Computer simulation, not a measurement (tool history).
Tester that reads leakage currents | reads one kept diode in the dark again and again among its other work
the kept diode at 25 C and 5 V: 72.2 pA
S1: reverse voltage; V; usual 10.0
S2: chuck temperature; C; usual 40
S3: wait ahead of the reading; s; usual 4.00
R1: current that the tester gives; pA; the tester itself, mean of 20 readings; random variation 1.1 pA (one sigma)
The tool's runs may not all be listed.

Run 1, hour 0.0: usual settings. Result: R1 378.84 pA.
Run 2, hour 201.2: usual settings. Result: R1 379.72 pA.
Run 3, hour 438.5: usual settings. Result: R1 381.51 pA.
Run 4, hour 621.3: usual settings. Result: R1 378.73 pA.
Run 5, hour 798.6: usual settings. Result: R1 380.66 pA.
Run 6, hour 1035.1: usual settings. Result: R1 379.72 pA.
Run 7, hour 1243.7: usual settings. Result: R1 380.29 pA.
Run 8, hour 1425.8: usual settings but S2 52 C. Result: R1 971.33 pA.
At hour 1511.4: chuck's temperature calibrated.
Run 9, hour 1631.5: usual settings but S2 52 C. Result: R1 971.66 pA.
Run 10, hour 1748.6: usual settings but S2 52 C. Result: R1 968.43 pA.
Run 11, hour 1990.3: usual settings but S2 52 C. Result: R1 974.30 pA.
Run 12, hour 2141.2: usual settings but S3 9.58 s. Result: R1 380.07 pA.
Run 13, hour 2336.5: usual settings but S3 9.58 s. Result: R1 381.96 pA.
Run 14, hour 2487.5: usual settings. Result: R1 379.27 pA.
Run 15, hour 2649.4: usual settings. Result: R1 381.08 pA.
At hour 2802.4: tester calibrated.
Run 16, hour 2888.8: usual settings but S2 28 C. Result: R1 138.65 pA.
Run 17, hour 3030.1: usual settings but S2 42 C. Result: R1 446.59 pA.
Run 18, hour 3272.2: usual settings but S2 42 C, S3 2.74 s. Result: R1 450.72 pA.
Run 19, hour 3460.0: usual settings but S1 8.2 V, S2 32 C, S3 0.54 s. Result: R1 178.30 pA.
Run 20, hour 3685.2: usual settings but S1 8.2 V, S2 25 C, S3 5.17 s. Result: R1 95.31 pA.
Run 21, hour 3815.6: usual settings but S1 8.2 V, S2 25 C, S3 5.17 s. Result: R1 95.11 pA.
At hour 3852.1: probe card cleaned and baked.
Run 22, hour 4032.0: usual settings but S1 5.8 V, S2 30 C, S3 5.99 s. Result: R1 121.54 pA.
Run 23, hour 4235.2: usual settings but S1 7.6 V, S2 34 C, S3 2.41 s. Result: R1 199.05 pA.
Run 24, hour 4441.7: usual settings but S1 17.6 V. Result: R1 518.70 pA.
Run 25, hour 4603.3: usual settings but S1 1.1 V, S2 26 C, S3 0.60 s. Result: R1 34.85 pA.
Run 26, hour 4791.8: usual settings but S1 19.6 V, S3 2.12 s. Result: R1 552.18 pA.
At hour 4843.7: chuck's temperature calibrated.
Run 27, hour 4970.6: usual settings but S1 1.9 V, S3 2.12 s. Result: R1 153.66 pA.
Run 28, hour 5135.4: usual settings but S2 55 C. Result: R1 1214.66 pA.
Run 29, hour 5328.9: usual settings but S1 9.5 V, S2 33 C, S3 0.49 s. Result: R1 211.15 pA.
Run 30, hour 5486.2: usual settings but S1 2.0 V, S2 28 C. Result: R1 57.04 pA.
Run 31, hour 5696.9: usual settings but S1 1.2 V, S2 28 C. Result: R1 43.63 pA.
Run 32, hour 5944.9: usual settings but S1 1.2 V, S2 28 C. Result: R1 43.54 pA.
Run 33, hour 6107.2: usual settings but S1 1.2 V, S2 28 C. Result: R1 43.53 pA.

Forecast each of these 4 alternatives for the next run:
Run A, hour 6288.5: usual settings but S1 8.6 V, S2 28 C. Result: R1 ?.
Run B, hour 6288.5: usual settings but S1 5.2 V. Result: R1 ?.
Run C, hour 6288.5: usual settings but S1 1.6 V, S2 28 C. Result: R1 ?.
Run D, hour 6288.5: usual settings but S1 9.5 V, S2 25 C, S3 0.53 s. Result: R1 ?.

run      R1
  A  127.69
  B  267.23
  C   51.03
  D  107.14
Without the tool's hidden state the same runs would have given:
run      R1
  A  127.62
  B  267.23
  C   51.02
  D  107.05

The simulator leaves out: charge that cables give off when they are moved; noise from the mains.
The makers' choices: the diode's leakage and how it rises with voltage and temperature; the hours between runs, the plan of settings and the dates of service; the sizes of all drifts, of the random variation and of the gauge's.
